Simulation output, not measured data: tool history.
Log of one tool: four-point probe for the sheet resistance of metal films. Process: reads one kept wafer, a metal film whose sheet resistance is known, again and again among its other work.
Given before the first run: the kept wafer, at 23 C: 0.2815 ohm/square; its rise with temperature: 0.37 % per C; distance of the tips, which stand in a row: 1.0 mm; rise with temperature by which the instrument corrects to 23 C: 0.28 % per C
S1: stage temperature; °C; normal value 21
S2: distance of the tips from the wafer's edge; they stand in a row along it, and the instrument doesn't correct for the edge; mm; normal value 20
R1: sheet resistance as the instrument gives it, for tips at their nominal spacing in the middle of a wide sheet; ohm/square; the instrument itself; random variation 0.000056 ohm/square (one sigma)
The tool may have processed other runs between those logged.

| run | hour | S1 | S2 | R1 |
|---|---|---|---|---|
| 1 | 0.0 | 21 | 20 | 0.282439 |
| 2 | 104.4 | 30 | 20 | 0.284773 |
| 3 | 236.8 | 21 | 5 | 0.288053 |
| 4 | 347.2 | 21 | 4 | 0.291245 |
| 5 | 405.2 | 25 | 20 | 0.283567 |
| 6 | 459.3 | 25 | 20 | 0.283669 |
| 7 | 588.7 | 25 | 20 | 0.283482 |
| 8 | 670.3 | 25 | 20 | 0.283675 |
| 9 | 763.7 | 25 | 20 | 0.283673 |
| 10 | 872.7 | 23 | 20 | 0.283232 |
| 11 | 971.1 | 21 | 16 | 0.282871 |
| 12 | 1037.1 | 33 | 20 | 0.285766 |
| 13 | 1125.0 | 21 | 20 | 0.282707 |
| 14 | 1178.9 | 21 | 20 | 0.282779 |
| 15 | 1269.1 | 21 | 20 | 0.282852 |
| 16 | 1331.5 | 21 | 20 | 0.282815 |
| 17 | 1413.9 | 21 | 55 | 0.282554 |
| 18 | 1517.3 | 34 | 46 | 0.285853 |
| 19 | 1605.3 | 24 | 3 | 0.299182 |
| 20 | 1713.5 | 25 | 4 | 0.292795 |
| 21 | 1796.1 | 22 | 13 | 0.283761 |
| 22 | 1929.7 | 30 | 7 | 0.288142 |
| 23 | 2011.8 | 22 | 16 | 0.283551 |
| 24 | 2124.5 | 21 | 52 | 0.282794 |
| 25 | 2229.4 | 30 | 27 | 0.285243 |
| 26 | 2339.0 | 24 | 27 | 0.283769 |
| 27 | 2438.4 | 24 | 27 | 0.283753 |
| 28 | 2542.1 | 30 | 50 | 0.285202 |
| 29 | 2668.7 | 22 | 3 | 0.299051 |
| 30 | 2731.1 | 22 | 3 | 0.299060 |
| 31 | 2857.5 | 27 | 36 | 0.284516 |

Alternative continuations, all from the tool just after run 31; predict every row:
| A | 2922.7 | 31 | 46 | ? |
| B | 2922.7 | 25 | 36 | ? |
| C | 2922.7 | 31 | 20 | ? |
| D | 2922.7 | 21 | 68 | ? |

| run | R1 |
|---|---|
| A | 0.285520 |
| B | 0.284196 |
| C | 0.285942 |
| D | 0.283031 |
With the hidden condition removed and each run's random variation left untouched, the same runs would have given:
| run | R1 |
|---|---|
| A | 0.283539 |
| B | 0.282219 |
| C | 0.283959 |
| D | 0.281057 |
